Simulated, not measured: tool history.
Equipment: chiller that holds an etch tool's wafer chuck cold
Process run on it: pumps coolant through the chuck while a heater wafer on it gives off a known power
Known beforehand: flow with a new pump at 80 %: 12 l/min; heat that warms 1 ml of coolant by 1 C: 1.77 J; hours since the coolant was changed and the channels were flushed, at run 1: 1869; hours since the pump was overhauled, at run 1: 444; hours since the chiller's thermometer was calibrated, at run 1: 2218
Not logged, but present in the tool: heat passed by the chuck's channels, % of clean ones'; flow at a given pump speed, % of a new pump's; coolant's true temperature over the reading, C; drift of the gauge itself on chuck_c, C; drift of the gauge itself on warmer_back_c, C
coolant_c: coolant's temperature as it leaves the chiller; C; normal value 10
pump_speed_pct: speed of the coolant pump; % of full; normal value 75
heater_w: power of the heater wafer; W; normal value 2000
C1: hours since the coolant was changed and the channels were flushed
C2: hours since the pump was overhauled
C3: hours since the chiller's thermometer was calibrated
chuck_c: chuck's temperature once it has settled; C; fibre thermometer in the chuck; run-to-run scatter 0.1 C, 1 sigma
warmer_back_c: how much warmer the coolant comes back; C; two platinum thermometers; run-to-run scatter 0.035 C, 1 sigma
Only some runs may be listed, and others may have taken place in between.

run 1 hour=0.0 | coolant_c=10 pump_speed_pct=75 heater_w=2000 | C1=1869 C2=444 C3=2218 | chuck_c=24.1 warmer_back_c=6.12
run 2 hour=38.4 | coolant_c=10 pump_speed_pct=75 heater_w=2000 | C1=1908 C2=482 C3=2256 | chuck_c=24.2 warmer_back_c=6.11
run 3 hour=72.0 | coolant_c=10 pump_speed_pct=75 heater_w=2000 | C1=1941 C2=516 C3=2290 | chuck_c=24.1 warmer_back_c=6.11
run 4 hour=94.7 | coolant_c=10 pump_speed_pct=75 heater_w=2000 | C1=1964 C2=538 C3=2313 | chuck_c=24.2 warmer_back_c=6.15
run 5 hour=123.6 | coolant_c=10 pump_speed_pct=75 heater_w=2000 | C1=1993 C2=567 C3=2342 | chuck_c=24.3 warmer_back_c=6.09
run 6 hour=146.7 | coolant_c=10 pump_speed_pct=75 heater_w=2000 | C1=2016 C2=590 C3=2365 | chuck_c=24.2 warmer_back_c=6.12
run 7 hour=173.4 | coolant_c=10 pump_speed_pct=75 heater_w=2000 | C1=2043 C2=617 C3=2391 | chuck_c=24.4 warmer_back_c=6.09
run 8 hour=217.9 | coolant_c=10 pump_speed_pct=75 heater_w=2000 | C1=2087 C2=661 C3=2436 | chuck_c=24.2 warmer_back_c=6.09
run 9 hour=238.8 | coolant_c=10 pump_speed_pct=75 heater_w=2000 | C1=2108 C2=682 C3=2457 | chuck_c=24.2 warmer_back_c=6.14
run 10 hour=260.6 | coolant_c=10 pump_speed_pct=75 heater_w=2000 | C1=2130 C2=704 C3=2479 | chuck_c=24.5 warmer_back_c=6.05
-- hour=292.3 chiller's thermometer calibrated
run 11 hour=305.3 | coolant_c=19 pump_speed_pct=75 heater_w=2000 | C1=2174 C2=748 C3=13 | chuck_c=33.0 warmer_back_c=6.11
run 12 hour=349.6 | coolant_c=10 pump_speed_pct=75 heater_w=1275 | C1=2218 C2=792 C3=57 | chuck_c=19.0 warmer_back_c=3.94
run 13 hour=388.3 | coolant_c=10 pump_speed_pct=75 heater_w=2000 | C1=2256 C2=831 C3=96 | chuck_c=23.9 warmer_back_c=6.07
run 14 hour=431.7 | coolant_c=12 pump_speed_pct=68 heater_w=1803 | C1=2300 C2=874 C3=139 | chuck_c=25.4 warmer_back_c=6.19
run 15 hour=467.2 | coolant_c=12 pump_speed_pct=68 heater_w=1803 | C1=2335 C2=910 C3=175 | chuck_c=25.4 warmer_back_c=6.19
run 16 hour=500.6 | coolant_c=16 pump_speed_pct=75 heater_w=1463 | C1=2369 C2=943 C3=208 | chuck_c=26.2 warmer_back_c=4.53
run 17 hour=523.2 | coolant_c=6 pump_speed_pct=84 heater_w=2000 | C1=2391 C2=966 C3=231 | chuck_c=19.1 warmer_back_c=5.47
run 18 hour=547.1 | coolant_c=11 pump_speed_pct=75 heater_w=2000 | C1=2415 C2=990 C3=255 | chuck_c=25.0 warmer_back_c=6.17
run 19 hour=569.7 | coolant_c=11 pump_speed_pct=75 heater_w=2000 | C1=2438 C2=1012 C3=277 | chuck_c=25.2 warmer_back_c=6.16
run 20 hour=603.6 | coolant_c=6 pump_speed_pct=75 heater_w=1336 | C1=2472 C2=1046 C3=311 | chuck_c=15.4 warmer_back_c=4.16
run 21 hour=627.3 | coolant_c=5 pump_speed_pct=61 heater_w=1214 | C1=2496 C2=1070 C3=335 | chuck_c=14.8 warmer_back_c=4.70
run 22 hour=670.7 | coolant_c=5 pump_speed_pct=61 heater_w=1214 | C1=2539 C2=1113 C3=378 | chuck_c=14.7 warmer_back_c=4.63
run 23 hour=690.3 | coolant_c=5 pump_speed_pct=64 heater_w=2000 | C1=2558 C2=1133 C3=398 | chuck_c=20.6 warmer_back_c=7.33
run 24 hour=733.5 | coolant_c=10 pump_speed_pct=69 heater_w=2000 | C1=2602 C2=1176 C3=441 | chuck_c=25.0 warmer_back_c=6.82
run 25 hour=773.2 | coolant_c=10 pump_speed_pct=69 heater_w=2000 | C1=2641 C2=1216 C3=481 | chuck_c=25.1 warmer_back_c=6.76
run 26 hour=809.0 | coolant_c=10 pump_speed_pct=62 heater_w=2408 | C1=2677 C2=1252 C3=517 | chuck_c=29.4 warmer_back_c=9.14

3 options for the next run, each taken on its own from the tool as it stands now. Forecast them:
run A hour=846.2 | coolant_c=10 pump_speed_pct=73 heater_w=1114 | C1=2714 C2=1289 C3=554 | chuck_c=? warmer_back_c=?
run B hour=846.2 | coolant_c=8 pump_speed_pct=63 heater_w=1828 | C1=2714 C2=1289 C3=554 | chuck_c=? warmer_back_c=?
run C hour=846.2 | coolant_c=10 pump_speed_pct=60 heater_w=1143 | C1=2714 C2=1289 C3=554 | chuck_c=? warmer_back_c=?

run=A chuck_c=18.1 warmer_back_c=3.58
run=B chuck_c=22.5 warmer_back_c=6.77
run=C chuck_c=19.5 warmer_back_c=4.59
Without the tool's hidden state the same runs would have given:
run=A chuck_c=17.4 warmer_back_c=3.49
run=B chuck_c=21.4 warmer_back_c=6.61
run=C chuck_c=18.7 warmer_back_c=4.48
